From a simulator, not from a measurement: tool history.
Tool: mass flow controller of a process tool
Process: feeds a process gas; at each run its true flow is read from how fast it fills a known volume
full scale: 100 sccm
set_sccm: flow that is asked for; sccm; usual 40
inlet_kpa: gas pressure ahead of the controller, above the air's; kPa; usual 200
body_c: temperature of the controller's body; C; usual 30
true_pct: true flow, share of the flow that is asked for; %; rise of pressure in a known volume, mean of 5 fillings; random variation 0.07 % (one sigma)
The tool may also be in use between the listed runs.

| run | day | set_sccm | inlet_kpa | body_c | true_pct |
|---|---|---|---|---|---|
| 1 | 0 | 40 | 200 | 30 | 98.95 |
| 2 | 3.042 | 40 | 200 | 30 | 98.98 |
| 3 | 5.283 | 40 | 200 | 30 | 99.06 |
| 4 | 7.533 | 65 | 200 | 30 | 99.33 |
| 5 | 9.171 | 65 | 200 | 30 | 99.19 |
| 6 | 12.321 | 65 | 200 | 30 | 99.16 |
| 7 | 13.979 | 65 | 200 | 30 | 99.17 |
| 8 | 16.279 | 65 | 200 | 30 | 99.18 |
| 9 | 19.008 | 65 | 200 | 30 | 99.19 |
| 10 | 22.262 | 21 | 200 | 30 | 98.86 |
| 11 | 25.583 | 40 | 148 | 30 | 98.78 |
| 12 | 27.708 | 40 | 279 | 30 | 99.3 |
| 13 | 31.096 | 40 | 200 | 30 | 98.91 |
| 14 | 34.567 | 38 | 200 | 30 | 99.11 |
| 15 | 37.275 | 18 | 200 | 30 | 98.84 |
| 16 | 39.488 | 24 | 200 | 30 | 98.75 |
| 17 | 41.212 | 24 | 200 | 30 | 98.72 |
| 18 | 44.758 | 24 | 200 | 30 | 98.79 |
| 19 | 46.233 | 24 | 200 | 30 | 98.85 |
| 20 | 48.404 | 24 | 200 | 30 | 98.85 |
| 21 | 50.612 | 24 | 200 | 30 | 98.79 |
| 22 | 52.792 | 19 | 245 | 34 | 98.67 |
| 23 | 55.629 | 19 | 245 | 34 | 98.45 |
| 24 | 57.392 | 13 | 242 | 39 | 97.99 |
| 25 | 60.688 | 13 | 242 | 39 | 98.05 |
| 26 | 63.729 | 13 | 185 | 25 | 99.22 |
| 27 | 67.325 | 38 | 188 | 30 | 99.03 |
| 28 | 70.475 | 38 | 188 | 30 | 98.87 |
| 29 | 73.888 | 71 | 248 | 26 | 99.74 |
| 30 | 76.688 | 14 | 251 | 26 | 99.31 |
| 31 | 79.133 | 14 | 251 | 26 | 99.25 |
| 32 | 81.554 | 14 | 251 | 26 | 99.23 |
| 33 | 84.921 | 14 | 209 | 26 | 99.06 |
| 34 | 86.662 | 38 | 158 | 30 | 98.78 |
| 35 | 88.204 | 29 | 269 | 26 | 99.51 |
| 36 | 91.608 | 10 | 213 | 29 | 98.69 |
| 37 | 94.862 | 10 | 213 | 29 | 98.73 |
| 38 | 96.333 | 10 | 213 | 29 | 98.82 |
| 39 | 99.1 | 40 | 200 | 27 | 99.3 |
| 40 | 101.029 | 40 | 205 | 26 | 99.5 |
| 41 | 104.129 | 21 | 169 | 28 | 98.79 |
| 42 | 106.058 | 21 | 169 | 28 | 98.85 |

3 ways to go on from here, each from the tool as it stands after run 42. What would each give?
| A | 109.312 | 30 | 143 | 30 | ? |
| B | 109.312 | 17 | 169 | 28 | ? |
| C | 109.312 | 66 | 155 | 28 | ? |

| run | true_pct |
|---|---|
| A | 98.65 |
| B | 98.86 |
| C | 99.12 |
Without the tool's hidden state the same runs would have given:
| run | true_pct |
|---|---|
| A | 98.65 |
| B | 98.85 |
| C | 99.12 |
